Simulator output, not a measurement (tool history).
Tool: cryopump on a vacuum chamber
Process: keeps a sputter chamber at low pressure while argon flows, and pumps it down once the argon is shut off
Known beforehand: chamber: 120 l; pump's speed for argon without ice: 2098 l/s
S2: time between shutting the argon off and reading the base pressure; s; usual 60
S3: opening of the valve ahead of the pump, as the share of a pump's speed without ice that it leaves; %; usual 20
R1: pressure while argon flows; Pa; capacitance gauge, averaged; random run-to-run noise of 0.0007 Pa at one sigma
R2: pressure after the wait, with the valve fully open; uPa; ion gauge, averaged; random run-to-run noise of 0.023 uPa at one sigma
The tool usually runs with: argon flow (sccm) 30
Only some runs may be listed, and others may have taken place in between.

{"run": 1, "day": 0.0, "argon flow (sccm)": 30, "S2": 60, "S3": 20, "R1": 0.1275, "R2": 1.64}
{"run": 2, "day": 0.8, "argon flow (sccm)": 30, "S2": 138, "S3": 20, "R1": 0.1274, "R2": 1.23}
{"run": 3, "day": 1.942, "argon flow (sccm)": 30, "S2": 60, "S3": 20, "R1": 0.1286, "R2": 1.63}
{"run": 4, "day": 3.358, "argon flow (sccm)": 30, "S2": 60, "S3": 20, "R1": 0.1281, "R2": 1.63}
{"run": 5, "day": 4.838, "argon flow (sccm)": 30, "S2": 60, "S3": 20, "R1": 0.1295, "R2": 1.66}
{"run": 6, "day": 6.575, "argon flow (sccm)": 21, "S2": 60, "S3": 20, "R1": 0.0899, "R2": 1.73}
{"run": 7, "day": 7.796, "argon flow (sccm)": 30, "S2": 91, "S3": 20, "R1": 0.1298, "R2": 1.47}
{"run": 8, "day": 9.171, "argon flow (sccm)": 30, "S2": 91, "S3": 20, "R1": 0.1306, "R2": 1.46}
{"run": 9, "day": 10.517, "argon flow (sccm)": 30, "S2": 91, "S3": 20, "R1": 0.1321, "R2": 1.55}
{"run": 10, "day": 11.742, "argon flow (sccm)": 30, "S2": 205, "S3": 20, "R1": 0.1308, "R2": 1.32}
{"run": 11, "day": 12.583, "argon flow (sccm)": 30, "S2": 205, "S3": 20, "R1": 0.1302, "R2": 1.3}
{"run": 12, "day": 13.667, "argon flow (sccm)": 30, "S2": 205, "S3": 20, "R1": 0.1296, "R2": 1.28}
{"run": 13, "day": 14.904, "argon flow (sccm)": 30, "S2": 60, "S3": 20, "R1": 0.1312, "R2": 1.84}
{"run": 14, "day": 15.988, "argon flow (sccm)": 13, "S2": 186, "S3": 27, "R1": 0.0425, "R2": 1.39}
{"day": 16.775, "done": "pump warmed up, emptied and cooled again"}
{"run": 15, "day": 17.517, "argon flow (sccm)": 35, "S2": 288, "S3": 31, "R1": 0.0916, "R2": 1.02}
{"run": 16, "day": 18.812, "argon flow (sccm)": 35, "S2": 288, "S3": 31, "R1": 0.0909, "R2": 0.97}
{"run": 17, "day": 19.717, "argon flow (sccm)": 28, "S2": 288, "S3": 31, "R1": 0.074, "R2": 1.02}
{"run": 18, "day": 20.762, "argon flow (sccm)": 28, "S2": 288, "S3": 31, "R1": 0.0725, "R2": 1.08}
{"run": 19, "day": 22.208, "argon flow (sccm)": 28, "S2": 93, "S3": 49, "R1": 0.0465, "R2": 1.36}
{"run": 20, "day": 23.496, "argon flow (sccm)": 43, "S2": 60, "S3": 30, "R1": 0.1172, "R2": 1.58}
{"run": 21, "day": 25.225, "argon flow (sccm)": 16, "S2": 119, "S3": 54, "R1": 0.0242, "R2": 1.23}
{"run": 22, "day": 26.479, "argon flow (sccm)": 38, "S2": 97, "S3": 18, "R1": 0.1719, "R2": 1.35}
{"run": 23, "day": 27.333, "argon flow (sccm)": 30, "S2": 60, "S3": 44, "R1": 0.0569, "R2": 1.65}
{"run": 24, "day": 28.704, "argon flow (sccm)": 15, "S2": 60, "S3": 44, "R1": 0.0276, "R2": 1.62}

For run 25, what comes out?
{"run": 25, "day": 29.404, "argon flow (sccm)": 30, "S2": 60, "S3": 44, "R1": "?", "R2": "?"}

{"run 25": {"R1": 0.0566, "R2": 1.63}}
Had the tool carried no hidden state, the very same run would have given R1 0.0548 Pa, R2 0.79 uPa.

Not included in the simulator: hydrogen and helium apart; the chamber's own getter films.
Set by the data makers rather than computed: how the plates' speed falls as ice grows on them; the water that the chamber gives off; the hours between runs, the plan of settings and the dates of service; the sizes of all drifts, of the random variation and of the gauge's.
